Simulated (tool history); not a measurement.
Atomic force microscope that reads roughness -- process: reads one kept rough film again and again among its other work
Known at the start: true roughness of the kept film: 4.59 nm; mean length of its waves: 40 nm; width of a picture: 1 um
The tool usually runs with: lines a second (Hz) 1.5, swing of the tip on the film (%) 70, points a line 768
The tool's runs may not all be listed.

run	hour	lines a second (Hz)	swing of the tip on the film (%)	points a line	roughness of the kept film (nm (root mean square))
1	0	1.5	70	768	3.464
2	23.2	1.5	70	768	3.413
3	34.9	1.5	70	768	3.363
4	60.2	1.5	70	768	3.274
# hour 79.7: new tip fitted
5	80.7	1.5	70	768	3.956
6	98.4	1.5	70	768	3.89
7	119.5	1.5	70	768	3.797
8	133.5	1.5	70	768	3.729
9	144	1.5	70	768	3.705
10	157.4	1.5	70	768	3.649
11	176.9	1.5	70	768	3.579
12	200.3	1.5	70	768	3.495
13	222.9	1.5	70	768	3.424
14	247	1.5	70	768	3.312
15	265.1	1.5	78	768	3.187
16	276.6	1.5	78	768	3.139
# hour 298.7: new tip fitted
17	300.6	1.32	66	580	4.037
18	321.3	1.32	66	580	3.96
19	332.3	0.9	89	460	3.722
20	351.4	2.85	70	768	3.564
21	368.8	1.95	60	1004	3.741
22	382.2	1.95	60	1004	3.711
23	393.9	1.95	60	1004	3.635
24	406.6	1.95	60	1004	3.575
25	432.1	1.95	60	1004	3.501
26	447.7	1.95	60	1004	3.46
27	465	1.95	60	1004	3.391

5 ways to go on from here, each from the tool as it stands after run 27. What would each give?
A	481.3	1.18	61	891	?
B	481.3	1.95	77	1004	?
C	481.3	1.54	78	497	?
D	481.3	3.14	64	484	?
E	481.3	1.4	84	424	?

run	roughness of the kept film (nm (root mean square))
A	3.39
B	3.129
C	3.165
D	3.218
E	3.104
With the hidden condition removed and each run's random variation left untouched, the same runs would have given:
run	roughness of the kept film (nm (root mean square))
A	4.141
B	3.823
C	3.868
D	3.931
E	3.792
